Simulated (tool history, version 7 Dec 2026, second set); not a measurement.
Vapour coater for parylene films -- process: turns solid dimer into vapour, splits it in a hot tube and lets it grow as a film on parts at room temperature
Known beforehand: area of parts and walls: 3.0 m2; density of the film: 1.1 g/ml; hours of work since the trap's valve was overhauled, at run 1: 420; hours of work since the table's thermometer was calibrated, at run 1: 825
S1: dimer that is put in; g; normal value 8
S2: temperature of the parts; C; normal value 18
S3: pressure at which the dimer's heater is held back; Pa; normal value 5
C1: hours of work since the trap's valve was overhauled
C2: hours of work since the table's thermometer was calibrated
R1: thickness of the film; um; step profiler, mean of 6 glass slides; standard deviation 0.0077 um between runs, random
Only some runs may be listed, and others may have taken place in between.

run 1 hour=0 | S1=8 S2=18 S3=5 | C1=420 C2=825 | R1=1.239
-- hour=65.6 trap's valve overhauled
run 2 hour=75.3 | S1=8 S2=18 S3=5 | C1=8 C2=886 | R1=1.301
run 3 hour=142.2 | S1=8 S2=18 S3=5 | C1=65 C2=943 | R1=1.303
run 4 hour=185.4 | S1=8 S2=22 S3=5 | C1=102 C2=980 | R1=1.201
run 5 hour=238.2 | S1=10 S2=18 S3=5 | C1=147 C2=1025 | R1=1.608
run 6 hour=322.9 | S1=8 S2=18 S3=5 | C1=219 C2=1097 | R1=1.266
run 7 hour=406.2 | S1=8 S2=18 S3=7.01 | C1=290 C2=1168 | R1=1.182
run 8 hour=447.4 | S1=8 S2=18 S3=5 | C1=326 C2=1204 | R1=1.252
run 9 hour=505.6 | S1=8 S2=18 S3=5 | C1=375 C2=1253 | R1=1.236
run 10 hour=551.1 | S1=8 S2=18 S3=5 | C1=414 C2=1292 | R1=1.234
run 11 hour=608.7 | S1=8 S2=18 S3=5 | C1=463 C2=1341 | R1=1.228
-- hour=624.4 trap's valve overhauled
run 12 hour=670.1 | S1=4 S2=11 S3=2.37 | C1=39 C2=1390 | R1=0.855
run 13 hour=715.9 | S1=8 S2=23 S3=9.16 | C1=78 C2=1429 | R1=1.05
run 14 hour=784.3 | S1=9 S2=23 S3=10.77 | C1=136 C2=1487 | R1=1.136
run 15 hour=828.3 | S1=9 S2=23 S3=10.77 | C1=174 C2=1525 | R1=1.132
run 16 hour=887.2 | S1=7 S2=21 S3=5 | C1=224 C2=1575 | R1=1.052
run 17 hour=927.1 | S1=7 S2=15 S3=3.67 | C1=258 C2=1609 | R1=1.241
run 18 hour=967.1 | S1=4 S2=19 S3=5.74 | C1=292 C2=1643 | R1=0.602
run 19 hour=1046.6 | S1=3 S2=12 S3=3.6 | C1=360 C2=1711 | R1=0.549
run 20 hour=1097 | S1=6 S2=16 S3=8.28 | C1=403 C2=1754 | R1=0.881
-- hour=1182 trap's valve overhauled
run 21 hour=1183.4 | S1=6 S2=16 S3=8.28 | C1=1 C2=1824 | R1=0.929
run 22 hour=1241.7 | S1=4 S2=18 S3=2.34 | C1=51 C2=1874 | R1=0.733

Some steps in R1 between neighbouring runs. How much of each would the tool show without its hidden state too (settings, what came in, random variation), and how much is left for the hidden state, with any gauge scatter that isn't in both results?
The tool's hidden condition here consists of: vapour lost through the trap's worn valve, %; true temperature of the parts over the reading, C; drift of the gauge itself on film_um, %.
Run 1 -> 2: trap's valve overhauled. R1 +0.062 um: hidden state +0.071, all else -0.009.
Run 4 -> 5: S1 8 -> 10, S2 22 -> 18. R1 +0.407 um: hidden state -0.022, all else +0.429.
Run 11 -> 12: S1 8 -> 4, S2 18 -> 11, S3 5 -> 2.37, trap's valve overhauled. R1 -0.373 um: hidden state +0.088, all else -0.461.
Run 17 -> 18: S1 7 -> 4, S2 15 -> 19, S3 3.67 -> 5.74. R1 -0.639 um: hidden state +0.033, all else -0.672.
